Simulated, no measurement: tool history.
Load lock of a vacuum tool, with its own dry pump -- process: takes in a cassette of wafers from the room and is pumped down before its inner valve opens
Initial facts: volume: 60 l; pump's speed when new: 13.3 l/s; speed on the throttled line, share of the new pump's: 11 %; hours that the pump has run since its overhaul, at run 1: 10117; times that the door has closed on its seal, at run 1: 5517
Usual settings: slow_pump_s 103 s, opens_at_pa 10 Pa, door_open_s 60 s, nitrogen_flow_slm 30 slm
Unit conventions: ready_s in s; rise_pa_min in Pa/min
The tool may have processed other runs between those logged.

| run | hour | slow_pump_s | opens_at_pa | door_open_s | nitrogen_flow_slm | hours that the pump has run since its overhaul | times that the door has closed on its seal | incoming humidity of the room's air, % | ready_s | rise_pa_min |
|---|---|---|---|---|---|---|---|---|---|---|
| 1 | 0 | 103 | 10 | 60 | 30 | 10117 | 5517 | 44.9 | 134.5 | 0.01 |
| 2 | 316.5 | 103 | 10 | 60 | 30 | 10433 | 6090 | 44.4 | 134 | 0.014 |
| 3 | 594.1 | 103 | 18 | 60 | 30 | 10711 | 6593 | 43.2 | 131.7 | 0.018 |
| 4 | 761.6 | 103 | 10 | 60 | 30 | 10878 | 6896 | 47 | 133.9 | 0.015 |
| 5 | 951.3 | 103 | 10 | 60 | 30 | 11068 | 7240 | 46.1 | 134.1 | 0.017 |
| 6 | 1312 | 66 | 10 | 60 | 30 | 11429 | 7893 | 46 | 101.2 | 0.018 |
| 7 | 1618.1 | 66 | 10 | 60 | 30 | 11735 | 8447 | 42.5 | 101.1 | 0.018 |
| 8 | 1881.3 | 66 | 12 | 60 | 30 | 11998 | 8924 | 42.9 | 100.6 | 0.02 |
| 9 | 2127.9 | 66 | 12 | 60 | 30 | 12245 | 9370 | 44.7 | 100 | 0.01 |
| 10 | 2297.3 | 66 | 12 | 60 | 30 | 12414 | 9677 | 45.1 | 100 | 0.014 |
| 11 | 2540.5 | 66 | 12 | 60 | 30 | 12657 | 10118 | 46.7 | 100.4 | 0.011 |
| 12 | 2884.6 | 66 | 12 | 60 | 30 | 13001 | 10741 | 43 | 99.9 | 0.012 |
| 13 | 3150.8 | 66 | 12 | 60 | 30 | 13268 | 11223 | 44.8 | 100 | 0.017 |
| 14 | 3447 | 99 | 10 | 60 | 30 | 13564 | 11759 | 41.7 | 130.3 | 0.013 |
| 15 | 3713.2 | 99 | 10 | 60 | 30 | 13830 | 12241 | 42.5 | 130.3 | 0.021 |
| 16 | 4116 | 99 | 10 | 60 | 30 | 14233 | 12971 | 45.5 | 130.4 | 0.019 |
| 17 | 4409.3 | 99 | 10 | 60 | 30 | 14526 | 13502 | 42.9 | 130.7 | 0.015 |
| 18 | 4632.7 | 99 | 10 | 60 | 30 | 14749 | 13907 | 45.6 | 130.6 | 0.008 |
| 19 | 4837.4 | 149 | 13 | 60 | 30 | 14954 | 14277 | 44.9 | 174 | 0.018 |
| 20 | 5066.2 | 103 | 10 | 57 | 30 | 15183 | 14692 | 42.8 | 134 | 0.017 |
|  | 5325.7 | dry pump taken out, an overhauled one fitted |
| 21 | 5392.7 | 103 | 10 | 57 | 30 | 67 | 15272 | 46.1 | 134.2 | 0.018 |
| 22 | 5662.9 | 103 | 14 | 221 | 24 | 337 | 15762 | 44 | 132.1 | 0.038 |
| 23 | 5911.1 | 95 | 14 | 221 | 24 | 585 | 16211 | 46.9 | 125.4 | 0.039 |
| 24 | 6185.2 | 173 | 10 | 60 | 5 | 859 | 16707 | 45.9 | 196.3 | 0.034 |
| 25 | 6416.8 | 108 | 10 | 60 | 30 | 1091 | 17127 | 41.5 | 138.8 | 0.018 |
| 26 | 6800 | 103 | 10 | 181 | 5 | 1474 | 17821 | 45 | 134.5 | 0.069 |
| 27 | 7067.3 | 195 | 10 | 45 | 26 | 1742 | 18305 | 42.6 | 216.9 | 0.014 |
| 28 | 7254.7 | 120 | 10 | 45 | 6 | 1929 | 18644 | 46.6 | 149.3 | 0.025 |
| 29 | 7517.3 | 120 | 10 | 45 | 6 | 2192 | 19120 | 45.2 | 149.3 | 0.026 |
| 30 | 7852.2 | 120 | 10 | 45 | 6 | 2527 | 19726 | 40.4 | 149.1 | 0.027 |
| 31 | 8120.9 | 120 | 10 | 45 | 6 | 2795 | 20213 | 47.9 | 149 | 0.032 |
| 32 | 8463.7 | 60 | 11 | 171 | 23 | 3138 | 20834 | 45.9 | 95.4 | 0.032 |
| 33 | 8812.3 | 104 | 11 | 85 | 9 | 3487 | 21465 | 45.2 | 135 | 0.033 |
| 34 | 9123.7 | 104 | 11 | 85 | 9 | 3798 | 22029 | 45.4 | 134.6 | 0.032 |
| 35 | 9377.8 | 102 | 14 | 40 | 11 | 4052 | 22489 | 48.6 | 131.6 | 0.024 |
| 36 | 9577.6 | 149 | 10 | 180 | 30 | 4252 | 22851 | 49 | 175.3 | 0.029 |

Branching from run 36: 3 alternative next runs. What would each branch give?
| A | 9815.4 | 103 | 10 | 44 | 16 | 4490 | 23282 | 43.5 | ? | ? |
| B | 9815.4 | 103 | 8 | 60 | 30 | 4490 | 23282 | 46.3 | ? | ? |
| C | 9815.4 | 68 | 20 | 101 | 30 | 4490 | 23282 | 44.9 | ? | ? |

| run | ready_s | rise_pa_min |
|---|---|---|
| A | 134.5 | 0.017 |
| B | 135.7 | 0.013 |
| C | 99.5 | 0.023 |
Stripped of hidden state, with their random variation kept, the same runs would have yielded:
| run | ready_s | rise_pa_min |
|---|---|---|
| A | 134.5 | 0.016 |
| B | 135.7 | 0.012 |
| C | 99.5 | 0.023 |
